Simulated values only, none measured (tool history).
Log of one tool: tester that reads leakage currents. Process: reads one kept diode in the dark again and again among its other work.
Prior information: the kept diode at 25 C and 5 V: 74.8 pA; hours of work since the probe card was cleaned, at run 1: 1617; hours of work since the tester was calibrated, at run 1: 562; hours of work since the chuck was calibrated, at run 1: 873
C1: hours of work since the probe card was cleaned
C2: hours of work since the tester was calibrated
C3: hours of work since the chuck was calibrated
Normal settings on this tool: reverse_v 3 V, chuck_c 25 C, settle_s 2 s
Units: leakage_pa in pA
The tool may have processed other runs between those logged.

{"run": 1, "day": 0.0, "reverse_v": 3, "chuck_c": 25, "settle_s": 2, "C1": 1617, "C2": 562, "C3": 873, "leakage_pa": 74.14}
{"run": 2, "day": 1.012, "reverse_v": 3, "chuck_c": 25, "settle_s": 2, "C1": 1629, "C2": 574, "C3": 884, "leakage_pa": 73.76}
{"run": 3, "day": 2.125, "reverse_v": 3, "chuck_c": 25, "settle_s": 2, "C1": 1641, "C2": 586, "C3": 896, "leakage_pa": 73.95}
{"run": 4, "day": 2.867, "reverse_v": 3, "chuck_c": 25, "settle_s": 0.81, "C1": 1650, "C2": 595, "C3": 905, "leakage_pa": 74.18}
{"run": 5, "day": 3.779, "reverse_v": 3, "chuck_c": 25, "settle_s": 0.81, "C1": 1660, "C2": 605, "C3": 915, "leakage_pa": 74.01}
{"run": 6, "day": 4.604, "reverse_v": 3, "chuck_c": 25, "settle_s": 0.81, "C1": 1669, "C2": 614, "C3": 924, "leakage_pa": 74.57}
{"run": 7, "day": 5.788, "reverse_v": 3, "chuck_c": 25, "settle_s": 0.81, "C1": 1683, "C2": 628, "C3": 938, "leakage_pa": 74.27}
{"run": 8, "day": 6.908, "reverse_v": 3, "chuck_c": 25, "settle_s": 0.81, "C1": 1695, "C2": 640, "C3": 950, "leakage_pa": 74.53}
{"run": 9, "day": 7.933, "reverse_v": 3, "chuck_c": 25, "settle_s": 0.81, "C1": 1707, "C2": 652, "C3": 962, "leakage_pa": 74.38}
{"run": 10, "day": 8.583, "reverse_v": 3, "chuck_c": 25, "settle_s": 0.81, "C1": 1714, "C2": 659, "C3": 969, "leakage_pa": 75.1}
{"run": 11, "day": 9.879, "reverse_v": 3, "chuck_c": 25, "settle_s": 0.81, "C1": 1729, "C2": 674, "C3": 984, "leakage_pa": 74.85}
{"run": 12, "day": 11.175, "reverse_v": 3, "chuck_c": 25, "settle_s": 0.81, "C1": 1743, "C2": 688, "C3": 998, "leakage_pa": 74.94}
{"day": 12.612, "done": "probe card cleaned and baked"}
{"run": 13, "day": 12.738, "reverse_v": 3, "chuck_c": 25, "settle_s": 0.81, "C1": 1, "C2": 704, "C3": 1015, "leakage_pa": 72.18}
{"run": 14, "day": 13.992, "reverse_v": 3, "chuck_c": 25, "settle_s": 0.81, "C1": 16, "C2": 719, "C3": 1029, "leakage_pa": 71.97}
{"run": 15, "day": 14.762, "reverse_v": 3, "chuck_c": 25, "settle_s": 3.79, "C1": 24, "C2": 727, "C3": 1037, "leakage_pa": 72.23}
{"run": 16, "day": 16.029, "reverse_v": 3, "chuck_c": 25, "settle_s": 2, "C1": 38, "C2": 742, "C3": 1052, "leakage_pa": 72.17}
{"run": 17, "day": 16.65, "reverse_v": 3, "chuck_c": 25, "settle_s": 2, "C1": 45, "C2": 749, "C3": 1059, "leakage_pa": 72.45}
{"run": 18, "day": 18.133, "reverse_v": 3, "chuck_c": 25, "settle_s": 2, "C1": 62, "C2": 765, "C3": 1075, "leakage_pa": 72.27}
{"run": 19, "day": 19.017, "reverse_v": 3, "chuck_c": 25, "settle_s": 2, "C1": 72, "C2": 775, "C3": 1085, "leakage_pa": 72.57}
{"run": 20, "day": 20.183, "reverse_v": 3, "chuck_c": 25, "settle_s": 2, "C1": 85, "C2": 788, "C3": 1099, "leakage_pa": 72.92}
{"run": 21, "day": 21.467, "reverse_v": 3, "chuck_c": 25, "settle_s": 2, "C1": 100, "C2": 803, "C3": 1113, "leakage_pa": 72.54}
{"run": 22, "day": 22.079, "reverse_v": 19.93, "chuck_c": 26, "settle_s": 8.48, "C1": 107, "C2": 810, "C3": 1120, "leakage_pa": 152.11}
{"run": 23, "day": 23.288, "reverse_v": 10.03, "chuck_c": 44, "settle_s": 8.48, "C1": 120, "C2": 823, "C3": 1134, "leakage_pa": 500.85}
{"run": 24, "day": 24.242, "reverse_v": 4.92, "chuck_c": 25, "settle_s": 2, "C1": 131, "C2": 834, "C3": 1144, "leakage_pa": 87.19}
{"run": 25, "day": 25.517, "reverse_v": 4.92, "chuck_c": 25, "settle_s": 2, "C1": 145, "C2": 848, "C3": 1159, "leakage_pa": 87.04}

Expected results for the next run?
{"run": 26, "day": 26.788, "reverse_v": 4.92, "chuck_c": 25, "settle_s": 2, "C1": 160, "C2": 863, "C3": 1173, "leakage_pa": "?"}

Run 26 came out at leakage_pa 87.14 pA.
On a tool with no hidden condition, and with the same random variation, this run would have come out at leakage_pa 74.55 pA.
